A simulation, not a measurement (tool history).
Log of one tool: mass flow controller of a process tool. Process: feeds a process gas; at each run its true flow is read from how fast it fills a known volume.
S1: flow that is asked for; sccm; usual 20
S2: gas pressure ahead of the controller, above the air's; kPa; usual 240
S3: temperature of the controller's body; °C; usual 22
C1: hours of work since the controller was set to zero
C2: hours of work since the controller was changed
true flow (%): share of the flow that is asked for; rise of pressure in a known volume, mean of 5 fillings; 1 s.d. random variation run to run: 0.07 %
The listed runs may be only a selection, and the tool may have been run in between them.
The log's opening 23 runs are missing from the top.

run 24 hour=3029.9 | S1=11 S2=240 S3=37 | C1=4594 C2=4594 | true_flow_(%)=95.83
run 25 hour=3193.8 | S1=11 S2=240 S3=37 | C1=4662 C2=4662 | true_flow_(%)=95.71
run 26 hour=3314.3 | S1=7 S2=237 S3=40 | C1=4712 C2=4712 | true_flow_(%)=95.30
run 27 hour=3420.6 | S1=20 S2=194 S3=25 | C1=4756 C2=4756 | true_flow_(%)=96.94
run 28 hour=3622.2 | S1=20 S2=194 S3=25 | C1=4840 C2=4840 | true_flow_(%)=97.01
run 29 hour=3760.3 | S1=12 S2=218 S3=22 | C1=4897 C2=4897 | true_flow_(%)=96.82
run 30 hour=3939.1 | S1=7 S2=240 S3=22 | C1=4971 C2=4971 | true_flow_(%)=96.42
run 31 hour=4053.7 | S1=21 S2=240 S3=20 | C1=5019 C2=5019 | true_flow_(%)=97.16
run 32 hour=4173.1 | S1=21 S2=240 S3=20 | C1=5068 C2=5068 | true_flow_(%)=97.03
run 33 hour=4354.5 | S1=6 S2=250 S3=22 | C1=5143 C2=5143 | true_flow_(%)=96.15
run 34 hour=4461.5 | S1=20 S2=266 S3=23 | C1=5188 C2=5188 | true_flow_(%)=96.64
run 35 hour=4658.0 | S1=20 S2=266 S3=23 | C1=5269 C2=5269 | true_flow_(%)=96.56
run 36 hour=4801.7 | S1=20 S2=266 S3=23 | C1=5329 C2=5329 | true_flow_(%)=96.40
run 37 hour=4899.5 | S1=20 S2=173 S3=39 | C1=5369 C2=5369 | true_flow_(%)=95.33
run 38 hour=4999.2 | S1=20 S2=164 S3=27 | C1=5411 C2=5411 | true_flow_(%)=96.28
run 39 hour=5157.0 | S1=18 S2=164 S3=27 | C1=5476 C2=5476 | true_flow_(%)=96.02
run 40 hour=5252.3 | S1=42 S2=240 S3=33 | C1=5516 C2=5516 | true_flow_(%)=96.51
-- hour=5344.6 gauge calibrated
run 41 hour=5371.1 | S1=8 S2=255 S3=22 | C1=5565 C2=5565 | true_flow_(%)=98.20
-- hour=5491.1 controller's zero set anew
run 42 hour=5559.6 | S1=7 S2=223 S3=23 | C1=28 C2=5643 | true_flow_(%)=98.04

Predict each of these 3 candidate next runs independently; none follows another, all start after run 42:
run A hour=5714.8 | S1=7 S2=223 S3=30 | C1=93 C2=5707 | true_flow_(%)=?
run B hour=5714.8 | S1=20 S2=143 S3=22 | C1=93 C2=5707 | true_flow_(%)=?
run C hour=5714.8 | S1=7 S2=145 S3=26 | C1=93 C2=5707 | true_flow_(%)=?

run=A true_flow_(%)=97.43
run=B true_flow_(%)=98.91
run=C true_flow_(%)=97.97
With the hidden condition removed and each run's random variation left untouched, the same runs would have given:
run=A true_flow_(%)=97.60
run=B true_flow_(%)=99.08
run=C true_flow_(%)=98.14
